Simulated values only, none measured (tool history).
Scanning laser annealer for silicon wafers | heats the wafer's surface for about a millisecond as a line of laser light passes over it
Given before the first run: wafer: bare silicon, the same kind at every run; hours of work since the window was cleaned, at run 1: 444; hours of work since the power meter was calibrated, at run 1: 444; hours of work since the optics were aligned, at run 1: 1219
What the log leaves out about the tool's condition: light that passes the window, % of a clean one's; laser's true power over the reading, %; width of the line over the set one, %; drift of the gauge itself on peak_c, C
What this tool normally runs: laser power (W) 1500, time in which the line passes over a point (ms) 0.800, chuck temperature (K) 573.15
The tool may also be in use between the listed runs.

run	hour	laser power (W)	time in which the line passes over a point (ms)	chuck temperature (K)	hours of work since the window was cleaned	hours of work since the power meter was calibrated	hours of work since the optics were aligned	highest temperature of the surface (K)
1	0.0	1500	0.800	573.15	444	444	1219	1335.15
2	50.9	1500	0.848	573.15	467	467	1242	1356.15
3	90.1	1500	0.800	545.15	484	484	1259	1306.15
4	121.9	1500	0.800	545.15	498	498	1273	1301.15
5	148.0	1500	0.800	545.15	509	509	1284	1306.15
# hour 168.9: optics aligned, line set to its width
6	196.7	1500	0.800	545.15	529	529	12	1308.15
7	238.5	1500	0.800	545.15	547	547	31	1307.15
8	280.2	1500	0.800	545.15	565	565	49	1303.15
9	320.1	1500	0.575	573.15	583	583	67	1217.15
10	377.2	1500	0.575	573.15	608	608	92	1212.15
11	422.9	1500	0.575	575.15	628	628	112	1212.15
12	452.2	1500	0.575	575.15	641	641	125	1213.15
13	498.1	1500	0.800	608.15	661	661	145	1362.15
14	535.4	1500	0.800	608.15	678	678	161	1359.15
15	561.4	1500	0.800	608.15	689	689	173	1356.15
16	600.3	1500	0.800	608.15	706	706	190	1356.15
17	633.0	1454	0.800	573.15	721	721	204	1290.15
18	685.1	1500	0.781	573.15	744	744	227	1311.15
19	721.0	1500	0.781	573.15	759	759	243	1308.15
20	755.7	1500	0.800	573.15	775	775	258	1316.15
# hour 802.7: window over the wafer cleaned
21	813.9	1500	0.800	573.15	5	799	283	1372.15
22	866.5	1500	0.800	573.15	28	823	306	1371.15
23	907.6	1500	0.800	553.15	46	841	324	1345.15
24	949.4	1582	0.801	587.15	65	859	343	1433.15
25	1000.3	1582	0.801	587.15	87	881	365	1433.15
26	1035.8	1582	0.801	587.15	103	897	381	1431.15
27	1080.7	1582	0.801	587.15	122	917	400	1429.15
28	1118.6	1625	0.801	604.15	139	933	417	1470.15
29	1144.3	1444	0.801	604.15	150	945	428	1353.15
30	1175.3	1444	0.801	604.15	164	958	442	1353.15
31	1210.6	1450	0.800	543.15	180	974	458	1296.15
32	1235.5	1469	0.697	598.15	190	985	468	1307.15
33	1268.5	1609	0.697	534.15	205	999	483	1331.15
34	1319.2	1609	0.697	534.15	227	1022	505	1326.15
35	1372.0	1609	0.697	534.15	251	1045	529	1325.15
36	1419.9	1417	0.927	541.15	272	1066	550	1317.15
37	1447.0	1601	0.962	596.15	284	1078	562	1518.15
38	1496.4	1500	0.969	574.15	305	1100	583	1424.15
39	1537.6	1500	0.969	574.15	323	1118	601	1424.15
40	1581.0	1500	0.969	574.15	342	1137	621	1425.15
41	1624.4	1598	0.920	553.15	362	1156	640	1446.15
42	1654.7	1598	0.920	553.15	375	1169	653	1443.15

Results for each run, recomputed without the tool's hidden state and with each run's random variation untouched:
run	highest temperature of the surface (K)
1	1377.15
2	1401.15
3	1352.15
4	1348.15
5	1354.15
6	1348.15
7	1350.15
8	1347.15
9	1256.15
10	1252.15
11	1254.15
12	1255.15
13	1414.15
14	1412.15
15	1411.15
16	1413.15
17	1345.15
18	1370.15
19	1368.15
20	1378.15
21	1378.15
22	1379.15
23	1355.15
24	1446.15
25	1448.15
26	1447.15
27	1447.15
28	1490.15
29	1371.15
30	1372.15
31	1317.15
32	1328.15
33	1355.15
34	1352.15
35	1354.15
36	1347.15
37	1555.15
38	1460.15
39	1462.15
40	1464.15
41	1490.15
42	1488.15
